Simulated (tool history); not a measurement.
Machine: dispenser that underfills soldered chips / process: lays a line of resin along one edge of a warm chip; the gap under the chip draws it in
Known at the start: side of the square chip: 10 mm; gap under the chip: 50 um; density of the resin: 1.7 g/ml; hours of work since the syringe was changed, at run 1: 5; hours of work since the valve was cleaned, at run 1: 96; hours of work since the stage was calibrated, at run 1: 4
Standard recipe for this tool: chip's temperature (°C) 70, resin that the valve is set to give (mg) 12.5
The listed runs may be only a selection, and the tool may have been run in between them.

run   hour  chip's temperature (°C)  resin that the valve is set to give (mg)  hours of work since the syringe was changed  hours of work since the valve was cleaned  hours of work since the stage was calibrated  time until the resin shows at the far edge (s)  resin that the valve gave (mg)
  1    0.0                       70                                      12.5                                            5                                         96                                             4                                           134.6                           11.69
       2.9  -- new syringe of resin
  2    5.1                       70                                      12.5                                            2                                        100                                             7                                           116.2                           11.63
  3    9.6                       70                                      13.1                                            5                                        104                                            11                                           138.4                           12.06
      11.6  -- new syringe of resin
  4   13.7                       70                                      13.1                                            2                                        107                                            14                                           114.0                           12.18
      20.1  -- dispensing valve cleaned and set on the balance
  5   20.1                       70                                      11.2                                            6                                          0                                            18                                           142.9                           11.12
      21.4  -- new syringe of resin
  6   26.4                       72                                      12.5                                            4                                          5                                            23                                           117.9                           12.49
      30.0  -- new syringe of resin
  7   31.9                       70                                      12.5                                            1                                          9                                            27                                           112.8                           12.39
  8   36.8                       70                                      12.5                                            5                                         13                                            30                                           135.0                           12.36
      39.1  -- new syringe of resin
  9   42.0                       70                                      12.5                                            2                                         16                                            34                                           115.7                           12.23
      47.8  -- new syringe of resin
 10   47.8                       70                                      12.2                                            0                                         21                                            39                                           107.4                           12.00
 11   51.8                       70                                      12.5                                            3                                         24                                            42                                           119.7                           12.23
      56.8  -- new syringe of resin
 12   58.1                       72                                      12.5                                            1                                         28                                            46                                           102.4                           12.28
 13   65.1                       72                                      12.5                                            6                                         34                                            52                                           135.7                           12.10
      65.9  -- new syringe of resin
 14   72.4                       72                                      12.5                                            5                                         39                                            57                                           127.1                           12.13
      74.7  -- new syringe of resin
 15   75.7                       70                                      13.2                                            1                                         42                                            60                                           109.5                           12.84
 16   79.2                       70                                      13.2                                            3                                         44                                            62                                           123.0                           12.77
      83.8  -- new syringe of resin
 17   86.1                       70                                      13.2                                            2                                         50                                            67                                           112.6                           12.62
 18   91.0                       59                                      11.7                                            6                                         53                                            71                                           203.4                           11.15
      92.8  -- new syringe of resin
 19   95.6                       72                                      10.7                                            2                                         57                                            75                                           111.8                           10.23
     101.9  -- new syringe of resin
 20  102.7                       65                                      13.3                                            1                                         62                                            80                                           124.1                           12.74
 21  108.4                       70                                      11.5                                            5                                         66                                            84                                           137.2                           10.88
     110.8  -- new syringe of resin
 22  113.4                       70                                      11.5                                            2                                         70                                            88                                           119.4                           10.85
 23  119.1                       59                                      14.2                                            6                                         75                                            93                                           202.7                           13.44
     119.8  -- new syringe of resin
 24  126.1                       76                                      11.7                                            5                                         80                                            98                                           111.6                           11.13
     128.7  -- new syringe of resin
 25  132.5                       59                                      16.1                                            3                                         85                                           103                                           171.2                           15.17
     137.4  -- new syringe of resin
 26  138.6                       59                                      16.1                                            1                                         89                                           107                                           150.7                           15.04
 27  143.9                       59                                      16.1                                            5                                         93                                           111                                           180.8                           14.99
     146.2  -- new syringe of resin
 28  147.3                       70                                      13.2                                            1                                         96                                           114                                           109.1                           12.28
 29  153.0                       82                                      14.4                                            5                                        100                                           118                                            96.2                           13.29
     155.3  -- new syringe of resin
 30  158.4                       65                                      13.9                                            2                                        104                                           122                                           136.2                           12.77
     164.2  -- new syringe of resin
 31  164.3                       65                                      13.9                                            0                                        108                                           126                                           121.6                           12.71
     168.0  -- dispensing valve cleaned and set on the balance
 32  171.2                       57                                      11.4                                            5                                          3                                           131                                           202.9                           11.38
     174.1  -- new syringe of resin
 33  174.7                       75                                      12.5                                            0                                          5                                           133                                            87.4                           12.45
 34  177.7                       67                                      10.6                                            3                                          7                                           136                                           131.1                           10.59

Alternative continuations, all from the tool just after run 34; predict every row:
  A  181.5                       67                                      12.9                                            6                                         10                                           139                                               ?                               ?
  B  181.5                       83                                      14.7                                            6                                         10                                           139                                               ?                               ?
  C  181.5                       60                                      14.0                                            6                                         10                                           139                                               ?                               ?
  D  181.5                       63                                      10.7                                            6                                         10                                           139                                               ?                               ?

run  time until the resin shows at the far edge (s)  resin that the valve gave (mg)
  A                                           144.8                           12.90
  B                                            89.8                           14.61
  C                                           180.8                           13.86
  D                                           171.0                           10.62
The same runs, with their run-to-run variation unchanged, on a tool lacking any hidden condition would have given:
run  time until the resin shows at the far edge (s)  resin that the valve gave (mg)
  A                                           113.1                           13.00
  B                                            70.0                           14.72
  C                                           141.3                           13.97
  D                                           133.4                           10.70

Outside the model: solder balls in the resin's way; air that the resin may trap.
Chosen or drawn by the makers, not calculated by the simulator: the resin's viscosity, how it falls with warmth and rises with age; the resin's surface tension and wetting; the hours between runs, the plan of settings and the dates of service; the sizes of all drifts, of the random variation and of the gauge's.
